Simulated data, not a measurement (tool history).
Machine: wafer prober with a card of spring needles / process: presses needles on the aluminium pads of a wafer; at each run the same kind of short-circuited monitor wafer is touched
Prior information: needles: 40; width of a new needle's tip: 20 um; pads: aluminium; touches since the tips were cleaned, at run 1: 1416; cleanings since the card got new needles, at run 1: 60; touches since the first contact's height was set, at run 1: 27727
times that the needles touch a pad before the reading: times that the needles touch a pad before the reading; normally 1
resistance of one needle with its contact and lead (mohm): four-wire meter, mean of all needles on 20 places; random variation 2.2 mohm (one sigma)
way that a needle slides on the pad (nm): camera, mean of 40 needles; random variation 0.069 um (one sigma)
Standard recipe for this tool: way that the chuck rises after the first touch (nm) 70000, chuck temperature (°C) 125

run,hour,way that the chuck rises after the first touch (nm),chuck temperature (°C),times that the needles touch a pad before the reading,touches since the tips were cleaned,cleanings since the card got new needles,touches since the first contact's height was set,resistance of one needle with its contact and lead (mohm),way that a needle slides on the pad (nm)
1,0.0,70000,125,1,1416,60,27727,249,18170
# hour 5.5: tips cleaned on abrasive film
# hour 12.8: tips cleaned on abrasive film
# hour 20.0: tips cleaned on abrasive film
# hour 29.1: tips cleaned on abrasive film
# hour 36.4: tips cleaned on abrasive film
2,37.0,70000,125,1,261,65,42606,247,18070
# hour 44.3: tips cleaned on abrasive film
# hour 53.4: tips cleaned on abrasive film
# hour 60.7: tips cleaned on abrasive film
# hour 69.7: tips cleaned on abrasive film
# hour 77.0: tips cleaned on abrasive film
3,83.1,70000,125,1,2492,70,61177,255,18120
# hour 85.0: tips cleaned on abrasive film
# hour 94.1: tips cleaned on abrasive film
# hour 103.2: tips cleaned on abrasive film
# hour 112.3: tips cleaned on abrasive film
# hour 119.5: tips cleaned on abrasive film
4,120.8,70000,125,1,533,75,76328,254,17960
# hour 128.1: tips cleaned on abrasive film
# hour 137.2: tips cleaned on abrasive film
# hour 146.3: tips cleaned on abrasive film
# hour 155.3: tips cleaned on abrasive film
5,158.8,70000,125,1,1387,79,91603,255,18000
# hour 164.2: tips cleaned on abrasive film
# hour 173.3: tips cleaned on abrasive film
# hour 180.6: tips cleaned on abrasive film
# hour 189.7: tips cleaned on abrasive film
# hour 198.7: tips cleaned on abrasive film
# hour 207.8: tips cleaned on abrasive film
# hour 215.1: tips cleaned on abrasive film
# hour 222.5: tips cleaned on abrasive film
6,222.5,70000,125,1,0,87,117256,251,17840
# hour 231.6: tips cleaned on abrasive film
# hour 238.9: tips cleaned on abrasive film
# hour 248.0: tips cleaned on abrasive film
# hour 255.2: tips cleaned on abrasive film
# hour 262.5: tips cleaned on abrasive film
# hour 269.8: tips cleaned on abrasive film
7,276.1,70000,125,2,2570,93,138822,254,17860
# hour 278.0: tips cleaned on abrasive film
# hour 285.3: tips cleaned on abrasive film
# hour 294.4: tips cleaned on abrasive film
# hour 301.6: tips cleaned on abrasive film
8,307.8,70000,96,1,2527,97,151583,242,18030
# hour 309.7: tips cleaned on abrasive film
# hour 318.8: tips cleaned on abrasive film
# hour 326.1: tips cleaned on abrasive film
# hour 333.4: tips cleaned on abrasive film
# hour 342.4: tips cleaned on abrasive film
# hour 349.7: tips cleaned on abrasive film
9,351.8,70000,125,2,868,103,169262,249,17850
# hour 357.3: tips cleaned on abrasive film
# hour 364.6: tips cleaned on abrasive film
# hour 373.7: tips cleaned on abrasive film
# hour 374.0: height of the first contact set anew
# hour 383.1: tips cleaned on abrasive film
10,384.3,78000,125,1,499,107,4153,249,19970
# hour 391.6: tips cleaned on abrasive film
# hour 400.6: tips cleaned on abrasive film
# hour 407.9: tips cleaned on abrasive film
# hour 417.0: tips cleaned on abrasive film
# hour 426.1: tips cleaned on abrasive film
# hour 433.3: tips cleaned on abrasive film
# hour 442.4: tips cleaned on abrasive film
11,447.5,78000,125,1,2064,114,29605,252,19810
# hour 451.2: tips cleaned on abrasive film
# hour 460.2: tips cleaned on abrasive film
# hour 467.5: tips cleaned on abrasive film
# hour 476.6: tips cleaned on abrasive film
# hour 484.6: tips cleaned on abrasive film
12,484.6,70000,125,1,0,119,44538,251,17970
# hour 493.7: tips cleaned on abrasive film
# hour 502.8: tips cleaned on abrasive film
# hour 511.9: tips cleaned on abrasive film
# hour 519.1: tips cleaned on abrasive film
# hour 528.2: tips cleaned on abrasive film
# hour 535.5: tips cleaned on abrasive film
13,542.6,70000,68,1,2891,125,67893,236,17860
# hour 544.5: tips cleaned on abrasive film
# hour 553.6: tips cleaned on abrasive film
# hour 562.6: tips cleaned on abrasive film
# hour 571.7: tips cleaned on abrasive film
# hour 580.8: tips cleaned on abrasive film
# hour 588.1: tips cleaned on abrasive film
14,595.2,85000,82,1,2905,131,89071,239,21640
# hour 597.1: tips cleaned on abrasive film
# hour 604.4: tips cleaned on abrasive film
# hour 613.4: tips cleaned on abrasive film
# hour 620.7: tips cleaned on abrasive film
# hour 629.8: tips cleaned on abrasive film
# hour 638.9: tips cleaned on abrasive film
15,641.6,61000,31,1,1097,137,107709,230,15520
# hour 647.1: tips cleaned on abrasive film
# hour 654.3: tips cleaned on abrasive film
# hour 663.4: tips cleaned on abrasive film
# hour 670.7: tips cleaned on abrasive film
# hour 679.3: tips cleaned on abrasive film
16,679.3,78000,68,3,0,142,122879,238,19810
# hour 682.9: gauge calibrated
# hour 688.4: tips cleaned on abrasive film
# hour 695.7: tips cleaned on abrasive film
# hour 704.7: tips cleaned on abrasive film
# hour 712.0: tips cleaned on abrasive film
17,714.8,78000,31,2,1136,146,137171,228,20150
# hour 720.3: tips cleaned on abrasive film
# hour 729.4: tips cleaned on abrasive film
# hour 738.4: tips cleaned on abrasive film
# hour 747.5: tips cleaned on abrasive film
# hour 756.6: tips cleaned on abrasive film
# hour 763.9: tips cleaned on abrasive film
18,763.9,78000,31,2,0,152,156909,229,20150
# hour 771.2: tips cleaned on abrasive film
# hour 778.5: tips cleaned on abrasive film
# hour 787.6: tips cleaned on abrasive film
# hour 794.9: tips cleaned on abrasive film
# hour 803.9: tips cleaned on abrasive film
# hour 811.2: tips cleaned on abrasive film
19,813.1,78000,93,2,748,158,176691,239,20030
# hour 817.0: height of the first contact set anew
# hour 818.8: tips cleaned on abrasive film
# hour 826.1: tips cleaned on abrasive film
# hour 833.4: tips cleaned on abrasive film
# hour 842.5: tips cleaned on abrasive film
# hour 854.5: card fitted with new needles
# hour 861.8: tips cleaned on abrasive film
# hour 869.0: tips cleaned on abrasive film
# hour 878.1: tips cleaned on abrasive film
20,878.1,84000,47,2,0,3,9493,228,21570
# hour 887.2: tips cleaned on abrasive film
# hour 894.4: tips cleaned on abrasive film
# hour 903.5: tips cleaned on abrasive film
# hour 910.8: tips cleaned on abrasive film
# hour 918.1: tips cleaned on abrasive film
# hour 927.1: tips cleaned on abrasive film
# hour 936.2: tips cleaned on abrasive film
21,941.6,84000,47,2,2179,10,35060,232,21650
# hour 945.3: tips cleaned on abrasive film
# hour 952.5: tips cleaned on abrasive film
# hour 961.6: tips cleaned on abrasive film
# hour 970.3: tips cleaned on abrasive film
22,970.3,84000,73,2,0,14,46614,235,21430
# hour 979.4: tips cleaned on abrasive film
# hour 988.5: tips cleaned on abrasive film
# hour 997.6: tips cleaned on abrasive film
# hour 1006.6: tips cleaned on abrasive film
# hour 1015.7: tips cleaned on abrasive film
# hour 1024.8: tips cleaned on abrasive film
# hour 1033.9: tips cleaned on abrasive film
23,1035.0,84000,73,2,458,21,72653,236,21470
# hour 1042.3: tips cleaned on abrasive film
# hour 1049.5: tips cleaned on abrasive film
# hour 1058.6: tips cleaned on abrasive film
# hour 1067.7: tips cleaned on abrasive film
# hour 1076.8: tips cleaned on abrasive film
24,1077.5,55000,125,1,307,26,89771,254,14040

Consider 3 possible next runs. They are alternatives, not a sequence: every one starts from the tool as it was left by run 24. What does each give?
# hour 1084.8: tips cleaned on abrasive film
# hour 1093.9: tips cleaned on abrasive film
# hour 1101.2: tips cleaned on abrasive film
# hour 1108.4: tips cleaned on abrasive film
# hour 1117.5: tips cleaned on abrasive film
A,1118.4,55000,82,1,380,31,106232,?,?
# hour 1084.8: tips cleaned on abrasive film
# hour 1093.9: tips cleaned on abrasive film
# hour 1101.2: tips cleaned on abrasive film
# hour 1108.4: tips cleaned on abrasive film
# hour 1117.5: tips cleaned on abrasive film
B,1118.4,54000,32,2,380,31,106232,?,?
# hour 1084.8: tips cleaned on abrasive film
# hour 1093.9: tips cleaned on abrasive film
# hour 1101.2: tips cleaned on abrasive film
# hour 1108.4: tips cleaned on abrasive film
# hour 1117.5: tips cleaned on abrasive film
C,1118.4,55000,44,1,380,31,106232,?,?

run,resistance of one needle with its contact and lead (mohm),way that a needle slides on the pad (nm)
A,243,14060
B,230,13860
C,232,14100
What these runs would have given with no unlogged condition in the tool:
run,resistance of one needle with its contact and lead (mohm),way that a needle slides on the pad (nm)
A,243,14250
B,230,14040
C,232,14290

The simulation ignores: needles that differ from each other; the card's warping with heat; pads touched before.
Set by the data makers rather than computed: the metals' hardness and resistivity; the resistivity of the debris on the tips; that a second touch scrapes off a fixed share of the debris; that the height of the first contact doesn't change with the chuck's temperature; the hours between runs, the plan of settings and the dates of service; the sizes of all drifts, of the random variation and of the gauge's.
